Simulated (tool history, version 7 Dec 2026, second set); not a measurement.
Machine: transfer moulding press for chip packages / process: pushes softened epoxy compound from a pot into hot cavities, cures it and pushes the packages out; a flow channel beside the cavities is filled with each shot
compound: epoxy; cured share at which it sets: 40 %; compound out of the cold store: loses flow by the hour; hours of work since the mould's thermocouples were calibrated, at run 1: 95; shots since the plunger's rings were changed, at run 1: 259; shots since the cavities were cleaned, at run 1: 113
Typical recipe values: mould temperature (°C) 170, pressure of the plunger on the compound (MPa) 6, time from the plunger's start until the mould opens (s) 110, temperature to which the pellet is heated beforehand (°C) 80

run,hour,mould temperature (°C),pressure of the plunger on the compound (MPa),time from the plunger's start until the mould opens (s),temperature to which the pellet is heated beforehand (°C),hours of work since the mould's thermocouples were calibrated,shots since the plunger's rings were changed,shots since the cavities were cleaned,incoming compound's hours out of the cold store,length that the compound runs in the flow channel (mm),greatest force on the pins that push the packages out (N)
1,0,170,6,110,80,95,259,113,46.2,686,655
2,44.9,170,6,110,80,114,578,432,21.4,730,861
# hour 69: cavities cleaned with cleaning compound and waxed
3,75.9,170,6,110,80,127,787,49,19.7,734,613
4,101.7,170,6,110,80,138,970,232,20.1,734,736
5,122.4,170,4.62,110,80,147,1117,379,39.1,609,786
6,146.8,170,4.62,92,80,158,1290,552,11.9,658,1315
# hour 155.4: cavities cleaned with cleaning compound and waxed
7,174.8,170,6,110,80,169,1478,137,28.8,702,692
8,202.3,170,6,110,80,181,1673,332,17.6,733,804
9,231.8,170,6,110,80,194,1883,542,30.7,692,792
# hour 242.6: cavities cleaned with cleaning compound and waxed
10,257.7,170,6,110,80,204,2056,107,44.2,664,615
11,282.8,170,6,110,80,215,2234,285,31.7,685,728
12,303.5,170,6,110,80,224,2381,432,36.7,681,781
# hour 326.7: cavities cleaned with cleaning compound and waxed
13,338.9,170,6,110,80,239,2621,86,33.2,682,608
14,358.9,170,6,110,80,247,2763,228,21.8,701,739
15,384,177,6,96,80,258,2941,406,14.2,709,724
# hour 410.8: cavities cleaned with cleaning compound and waxed
16,416.6,170,6,102,81,271,3162,41,16.3,714,693
17,438.8,170,6,102,81,281,3320,199,19.9,703,846
18,461.9,173,6,110,80,291,3484,363,11,716,673
# hour 494.4: cavities cleaned with cleaning compound and waxed
19,500.3,168,6.5,149,80,307,3745,41,22.7,735,447
20,529.1,175,7.19,90,77,319,3950,246,47.1,673,778
21,555.1,164,7.19,138,79,331,4135,431,11.4,810,811
# hour 580.1: cavities cleaned with cleaning compound and waxed
22,601.7,166,7.43,110,80,350,4454,153,28.3,747,865
23,631.6,174,5.31,109,80,363,4666,365,22.2,628,650
# hour 665.1: cavities cleaned with cleaning compound and waxed
24,673.1,174,5.31,109,80,380,4950,56,27.3,611,528

For run 25, what comes out?
25,703.9,167,5.5,109,89,393,5169,275,21.4,?,?

length that the compound runs in the flow channel (mm): 655
greatest force on the pins that push the packages out (N): 914
On a tool with no hidden condition, and with the same random variation, this run would have come out at length that the compound runs in the flow channel (mm) 732, greatest force on the pins that push the packages out (N) 681.

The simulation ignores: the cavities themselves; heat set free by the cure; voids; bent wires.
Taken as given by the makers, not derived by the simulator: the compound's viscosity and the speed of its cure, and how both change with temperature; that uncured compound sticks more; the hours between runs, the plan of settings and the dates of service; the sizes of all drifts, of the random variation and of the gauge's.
